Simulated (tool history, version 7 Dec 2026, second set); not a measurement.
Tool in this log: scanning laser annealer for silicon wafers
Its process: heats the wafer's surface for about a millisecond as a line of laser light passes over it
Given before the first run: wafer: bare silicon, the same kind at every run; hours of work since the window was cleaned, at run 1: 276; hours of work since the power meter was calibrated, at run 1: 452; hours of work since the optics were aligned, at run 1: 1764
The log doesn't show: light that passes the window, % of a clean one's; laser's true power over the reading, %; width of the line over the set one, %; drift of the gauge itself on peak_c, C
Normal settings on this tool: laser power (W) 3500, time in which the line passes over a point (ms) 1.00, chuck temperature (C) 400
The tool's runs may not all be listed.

run	hour	laser power (W)	time in which the line passes over a point (ms)	chuck temperature (C)	hours of work since the window was cleaned	hours of work since the power meter was calibrated	hours of work since the optics were aligned	highest temperature of the surface (C)
1	0.0	3500	1.00	400	276	452	1764	1107
# hour 28.1: optics aligned, line set to its width
2	29.5	3500	1.00	400	291	468	1	1121
3	62.4	3211	1.00	400	313	489	22	1045
4	85.2	3376	1.00	400	327	504	37	1085
5	109.9	3500	1.00	400	343	520	53	1117
6	137.6	3500	1.00	400	361	538	71	1115
7	164.8	3645	1.00	400	379	555	88	1150
8	185.1	3645	1.00	400	392	568	101	1150
9	213.5	3500	1.00	400	410	587	119	1114
10	236.2	3500	1.00	400	425	601	134	1116
11	256.8	3458	1.00	400	438	615	147	1098
12	282.9	3500	1.00	409	455	631	164	1120
13	313.7	3730	1.00	400	475	651	184	1167
14	345.9	3500	1.00	400	495	672	205	1112
15	363.7	3500	1.00	400	507	683	216	1105
16	386.2	3500	1.00	400	521	698	231	1107
17	417.5	3500	1.00	400	541	718	251	1104
18	441.9	3500	1.00	400	557	734	267	1102
19	461.9	3500	1.00	400	570	747	280	1106
20	481.8	3500	1.00	400	583	760	292	1105
21	505.9	3681	1.00	400	598	775	308	1148
22	537.7	3681	1.00	400	619	796	329	1146
23	558.7	3101	0.88	391	632	809	342	964
24	592.5	3004	0.84	391	654	831	364	928
# hour 607.7: window over the wafer cleaned
25	625.8	3004	0.84	391	12	851	384	957
26	652.8	3004	0.84	391	29	869	401	951
27	681.7	3500	1.00	403	48	887	420	1136
28	705.1	3500	1.00	432	63	902	435	1162
29	736.8	3500	1.00	432	83	923	456	1164
30	764.5	3212	1.18	400	101	941	473	1102
31	782.1	3388	0.94	400	112	952	485	1081
32	806.2	3388	0.94	400	128	967	500	1080
33	821.3	3388	0.94	385	138	977	510	1062
34	848.3	3388	1.01	376	155	995	527	1079
35	877.3	3388	1.01	376	174	1013	546	1077
36	906.0	3388	1.01	376	192	1032	565	1074
37	925.9	3388	1.01	396	205	1045	577	1091
38	942.9	3388	1.01	396	216	1056	588	1094
39	975.5	3388	1.01	396	237	1077	609	1094
40	996.4	3388	1.01	396	251	1090	623	1094
41	1028.3	3831	1.00	431	271	1111	643	1233
42	1053.0	3831	1.21	361	287	1127	659	1235

Describe how what the log doesn't record of the tool's condition differs between the last listed run preceding each entry between runs and the first listed run following it.
Run 1 -> run 2: optics aligned, line set to its width (hour 28.1)
  light that passes the window, % of a clean one's: 98.11 -> 98.03; width of the line over the set one, %: 2.45 -> 0.2
  difference, measured minus the result without the unlogged condition, highest temperature of the surface (C): -31 -> -18
Run 24 -> run 25: window over the wafer cleaned (hour 607.7)
  light that passes the window, % of a clean one's: 96.09 -> 99.86; laser's true power over the reading, %: 0.19 -> 0.2; width of the line over the set one, %: 0.67 -> 0.7
  difference, measured minus the result without the unlogged condition, highest temperature of the surface (C): -29 -> -3
